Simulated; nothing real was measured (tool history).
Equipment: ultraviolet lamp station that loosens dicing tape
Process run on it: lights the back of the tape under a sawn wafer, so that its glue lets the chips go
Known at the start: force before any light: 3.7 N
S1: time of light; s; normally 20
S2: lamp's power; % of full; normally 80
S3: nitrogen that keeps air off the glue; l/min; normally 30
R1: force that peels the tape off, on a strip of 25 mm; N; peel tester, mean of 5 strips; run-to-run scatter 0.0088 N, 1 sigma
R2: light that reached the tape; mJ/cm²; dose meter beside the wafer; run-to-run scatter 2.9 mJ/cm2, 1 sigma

Run 1, hour 0: usual settings. Result: R1 0.374 N, R2 426 mJ/cm².
Run 2, hour 16.7: usual settings. Result: R1 0.393 N, R2 422 mJ/cm².
Run 3, hour 28.8: usual settings. Result: R1 0.359 N, R2 421 mJ/cm².
Run 4, hour 39.4: usual settings but S1 29 s. Result: R1 0.205 N, R2 617 mJ/cm².
Run 5, hour 53.7: usual settings but S1 17 s. Result: R1 0.48 N, R2 352 mJ/cm².
Run 6, hour 70.2: usual settings but S1 27 s. Result: R1 0.219 N, R2 566 mJ/cm².
Run 7, hour 79.2: usual settings but S1 27 s. Result: R1 0.22 N, R2 576 mJ/cm².
Run 8, hour 99.2: usual settings but S1 14 s. Result: R1 0.636 N, R2 295 mJ/cm².
Run 9, hour 119.9: usual settings but S1 29 s. Result: R1 0.203 N, R2 613 mJ/cm².
Run 10, hour 136.6: usual settings but S1 29 s. Result: R1 0.199 N, R2 608 mJ/cm².
Run 11, hour 147.1: usual settings but S1 29 s. Result: R1 0.206 N, R2 607 mJ/cm².
Run 12, hour 164.4: usual settings but S1 29 s, S3 40 l/min. Result: R1 0.19 N, R2 615 mJ/cm².
Run 13, hour 178: usual settings but S3 28 l/min. Result: R1 0.388 N, R2 424 mJ/cm².
Run 14, hour 200.1: usual settings. Result: R1 0.358 N, R2 427 mJ/cm².
Run 15, hour 221.1: usual settings but S3 40 l/min. Result: R1 0.327 N, R2 422 mJ/cm².
Run 16, hour 231.2: usual settings but S1 10 s, S3 40 l/min. Result: R1 0.953 N, R2 211 mJ/cm².
Run 17, hour 249.2: usual settings but S2 69 % of full. Result: R1 0.473 N, R2 360 mJ/cm².
Run 18, hour 263.4: usual settings. Result: R1 0.373 N, R2 428 mJ/cm².
Run 19, hour 279.3: usual settings but S1 35 s. Result: R1 0.165 N, R2 748 mJ/cm².
Run 20, hour 293.6: usual settings but S1 35 s. Result: R1 0.179 N, R2 737 mJ/cm².
Run 21, hour 303.9: usual settings but S1 35 s. Result: R1 0.162 N, R2 731 mJ/cm².
Run 22, hour 322.3: usual settings but S1 35 s. Result: R1 0.169 N, R2 740 mJ/cm².
Run 23, hour 344: usual settings but S1 35 s, S3 11 l/min. Result: R1 0.237 N, R2 742 mJ/cm².
Run 24, hour 361.1: usual settings but S1 23 s, S2 67 % of full. Result: R1 0.371 N, R2 412 mJ/cm².
Run 25, hour 372.4: usual settings but S1 23 s, S2 94 % of full, S3 11 l/min. Result: R1 0.348 N, R2 569 mJ/cm².
Run 26, hour 385.9: usual settings but S1 10 s, S3 52 l/min. Result: R1 0.928 N, R2 211 mJ/cm².
Run 27, hour 402.3: usual settings but S1 12 s, S3 44 l/min. Result: R1 0.744 N, R2 260 mJ/cm².
Run 28, hour 413.3: usual settings but S1 24 s, S2 65 % of full, S3 44 l/min. Result: R1 0.324 N, R2 414 mJ/cm².
Run 29, hour 424.2: usual settings but S1 24 s, S2 65 % of full, S3 10 l/min. Result: R1 0.647 N, R2 415 mJ/cm².
Run 30, hour 442.2: usual settings but S1 13 s, S2 68 % of full, S3 28 l/min. Result: R1 0.975 N, R2 235 mJ/cm².
Run 31, hour 458.5: usual settings but S1 13 s, S2 68 % of full, S3 50 l/min. Result: R1 0.763 N, R2 234 mJ/cm².
Run 32, hour 478.3: usual settings but S1 13 s, S2 68 % of full, S3 50 l/min. Result: R1 0.792 N, R2 230 mJ/cm².
Run 33, hour 497.2: usual settings but S1 13 s, S2 68 % of full, S3 50 l/min. Result: R1 0.81 N, R2 231 mJ/cm².
Run 34, hour 514.6: usual settings but S3 12 l/min. Result: R1 0.524 N, R2 419 mJ/cm².
Run 35, hour 526.1: usual settings but S1 25 s, S2 68 % of full, S3 12 l/min. Result: R1 0.499 N, R2 448 mJ/cm².
Run 36, hour 538.6: usual settings but S1 35 s, S2 77 % of full. Result: R1 0.175 N, R2 711 mJ/cm².
Run 37, hour 560.2: usual settings but S1 32 s, S2 79 % of full, S3 12 l/min. Result: R1 0.272 N, R2 669 mJ/cm².
Run 38, hour 581.5: usual settings but S1 32 s, S2 79 % of full, S3 12 l/min. Result: R1 0.257 N, R2 672 mJ/cm².

The log once held 2 entries between its listed runs, left out of this copy. Where does each go, and what is different about the tool's unlogged condition between the listed run before it and the listed run after it?
Logged between run 22 and run 23: lamp changed (hour 334.6)
  lamp's light, % of a new lamp's: 99.6 -> 100
  measured value less the no-hidden-state value, R2: -4 -> -1 mJ/cm²
Logged between run 26 and run 27: window cleaned of glue's vapour (hour 391.5)
  light that the window lets through, % of a clean one's: 99.9 -> 100
  measured value less the no-hidden-state value, R2: +0 -> +0 mJ/cm²

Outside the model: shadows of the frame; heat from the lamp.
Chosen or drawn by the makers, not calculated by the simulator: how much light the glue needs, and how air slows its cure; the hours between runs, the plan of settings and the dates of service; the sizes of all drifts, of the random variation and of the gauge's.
